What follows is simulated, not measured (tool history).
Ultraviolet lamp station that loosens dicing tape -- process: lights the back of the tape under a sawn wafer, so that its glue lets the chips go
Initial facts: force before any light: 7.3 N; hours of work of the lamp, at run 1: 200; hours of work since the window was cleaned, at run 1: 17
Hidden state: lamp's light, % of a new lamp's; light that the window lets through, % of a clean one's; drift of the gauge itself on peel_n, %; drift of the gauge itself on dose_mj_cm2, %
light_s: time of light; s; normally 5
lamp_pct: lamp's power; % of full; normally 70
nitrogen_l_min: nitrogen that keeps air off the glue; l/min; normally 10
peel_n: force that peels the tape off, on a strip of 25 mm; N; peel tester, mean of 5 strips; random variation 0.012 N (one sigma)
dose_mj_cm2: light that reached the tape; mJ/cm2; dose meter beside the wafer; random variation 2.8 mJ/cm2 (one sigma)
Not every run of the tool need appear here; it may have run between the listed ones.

run     day  light_s  lamp_pct  nitrogen_l_min  hours of work of the lamp  hours of work since the window was cleaned  peel_n  dose_mj_cm2
  1   0.000        5        70              10                        200                                          17   0.641          381
  2   0.812        5        70              10                        215                                          33   0.653          370
  3   1.483        5        70              10                        228                                          45   0.650          367
  4   2.333        2        70              10                        244                                          62   2.718          147
  5   3.004        2        70              10                        257                                          74   2.821          144
  6   3.658        7        70              10                        269                                          87   0.306          507
  7   4.388        7        70              10                        283                                         101   0.303          503
      4.479  -- window cleaned of glue's vapour
  8   5.104        7        70              17                        297                                          12   0.189          499
  9   5.825        5        70              10                        310                                          26   0.713          355
 10   6.167        5        70              10                        317                                          32   0.721          351
      6.454  -- window cleaned of glue's vapour, once more
 11   6.854        5        61              10                        330                                           8   0.901          318
 12   7.471        5        61              14                        341                                          19   0.718          319
 13   7.862        5        70               6                        349                                          27   1.058          362
 14   8.642        5        89               9                        364                                          42   0.440          452
 15   9.454        5        89               9                        379                                          57   0.463          451
 16   9.954        6        74              10                        389                                          67   0.417          446
 17  10.504        6        74              10                        399                                          77   0.421          449
 18  11.104        6        74              10                        411                                          89   0.437          440
 19  11.533        6        74              10                        419                                          97   0.420          440
 20  11.904        5        97               3                        426                                         104   1.059          484
 21  12.517        5        97               3                        438                                         116   1.049          478

What will run 22 give?
 22  12.921        2        70              20                        445                                         123       ?            ?

{"run 22": {"peel_n": 2.32, "dose_mj_cm2": 138}}
The same run, on a tool lacking any hidden state, would have yielded peel_n 1.906 N, dose_mj_cm2 162 mJ/cm2.
